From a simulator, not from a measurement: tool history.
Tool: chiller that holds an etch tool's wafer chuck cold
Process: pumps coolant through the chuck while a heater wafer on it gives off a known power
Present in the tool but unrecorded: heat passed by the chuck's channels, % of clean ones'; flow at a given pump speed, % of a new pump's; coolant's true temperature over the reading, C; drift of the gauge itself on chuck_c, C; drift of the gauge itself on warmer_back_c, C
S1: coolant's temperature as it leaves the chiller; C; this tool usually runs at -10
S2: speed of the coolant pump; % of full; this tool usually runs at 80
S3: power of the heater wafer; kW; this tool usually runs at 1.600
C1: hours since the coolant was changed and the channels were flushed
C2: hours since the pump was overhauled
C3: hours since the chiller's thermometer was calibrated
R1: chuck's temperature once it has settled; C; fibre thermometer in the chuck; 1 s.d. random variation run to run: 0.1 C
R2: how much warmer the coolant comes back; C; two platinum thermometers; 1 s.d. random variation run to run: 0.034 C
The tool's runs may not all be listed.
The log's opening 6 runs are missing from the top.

run 7 day=5.450 | S1=-10 S2=80 S3=1.600 | C1=1074 C2=695 C3=3823 | R1=9.8 R2=5.30
run 8 day=6.808 | S1=-10 S2=80 S3=1.600 | C1=1107 C2=728 C3=3856 | R1=9.9 R2=5.33
-- day=6.921 chiller's thermometer calibrated
run 9 day=7.992 | S1=-10 S2=80 S3=1.600 | C1=1134 C2=755 C3=26 | R1=10.3 R2=5.34
run 10 day=8.642 | S1=-10 S2=80 S3=1.600 | C1=1150 C2=771 C3=41 | R1=10.2 R2=5.32
run 11 day=9.438 | S1=-10 S2=80 S3=1.600 | C1=1169 C2=790 C3=60 | R1=10.3 R2=5.34
run 12 day=10.875 | S1=-10 S2=80 S3=1.600 | C1=1203 C2=825 C3=95 | R1=10.1 R2=5.35
-- day=12.133 chiller's thermometer calibrated, once more
run 13 day=12.367 | S1=-10 S2=80 S3=1.600 | C1=1238 C2=859 C3=6 | R1=9.1 R2=5.35
run 14 day=13.842 | S1=-10 S2=80 S3=1.600 | C1=1274 C2=895 C3=41 | R1=9.2 R2=5.36
run 15 day=15.171 | S1=-10 S2=80 S3=1.600 | C1=1305 C2=927 C3=73 | R1=9.1 R2=5.38
run 16 day=16.375 | S1=-10 S2=80 S3=1.600 | C1=1334 C2=956 C3=102 | R1=9.0 R2=5.33
run 17 day=17.017 | S1=-10 S2=80 S3=1.600 | C1=1350 C2=971 C3=117 | R1=9.0 R2=5.29
run 18 day=18.425 | S1=-11 S2=63 S3=1.600 | C1=1384 C2=1005 C3=151 | R1=11.2 R2=6.88
run 19 day=19.733 | S1=-11 S2=63 S3=1.600 | C1=1415 C2=1036 C3=182 | R1=11.3 R2=6.81
run 20 day=20.767 | S1=-12 S2=91 S3=2.014 | C1=1440 C2=1061 C3=207 | R1=10.4 R2=5.90
run 21 day=22.125 | S1=-12 S2=91 S3=2.014 | C1=1472 C2=1094 C3=240 | R1=10.5 R2=5.89
run 22 day=23.192 | S1=-10 S2=80 S3=0.851 | C1=1498 C2=1119 C3=265 | R1=0.2 R2=2.88
run 23 day=23.996 | S1=-14 S2=81 S3=1.600 | C1=1517 C2=1139 C3=285 | R1=5.1 R2=5.24
run 24 day=25.021 | S1=-17 S2=80 S3=0.830 | C1=1542 C2=1163 C3=309 | R1=-7.0 R2=2.83
run 25 day=26.017 | S1=-6 S2=94 S3=0.830 | C1=1566 C2=1187 C3=333 | R1=3.0 R2=2.38
run 26 day=27.146 | S1=0 S2=65 S3=1.666 | C1=1593 C2=1214 C3=360 | R1=22.8 R2=6.93
run 27 day=28.575 | S1=-5 S2=88 S3=1.666 | C1=1627 C2=1248 C3=395 | R1=14.0 R2=5.10
run 28 day=29.354 | S1=-16 S2=88 S3=1.867 | C1=1646 C2=1267 C3=413 | R1=5.3 R2=5.65
run 29 day=30.471 | S1=-16 S2=60 S3=1.647 | C1=1673 C2=1294 C3=440 | R1=7.8 R2=7.57
run 30 day=31.162 | S1=-5 S2=67 S3=1.297 | C1=1689 C2=1311 C3=457 | R1=12.4 R2=5.25
run 31 day=32.129 | S1=-20 S2=97 S3=1.996 | C1=1712 C2=1334 C3=480 | R1=1.7 R2=5.51

What if the next run were any one of these 3? Each begins from the tool's condition after run 31:
run A day=32.938 | S1=-6 S2=65 S3=1.268 | C1=1732 C2=1353 C3=499 | R1=? R2=?
run B day=32.938 | S1=-20 S2=72 S3=1.387 | C1=1732 C2=1353 C3=499 | R1=? R2=?
run C day=32.938 | S1=-5 S2=90 S3=1.531 | C1=1732 C2=1353 C3=499 | R1=? R2=?

run=A R1=11.4 R2=5.31
run=B R1=-2.1 R2=5.26
run=C R1=12.3 R2=4.57
The same runs, with their run-to-run variation unchanged, on a tool lacking any hidden condition would have given:
run=A R1=10.7 R2=5.12
run=B R1=-2.9 R2=5.07
run=C R1=11.5 R2=4.41
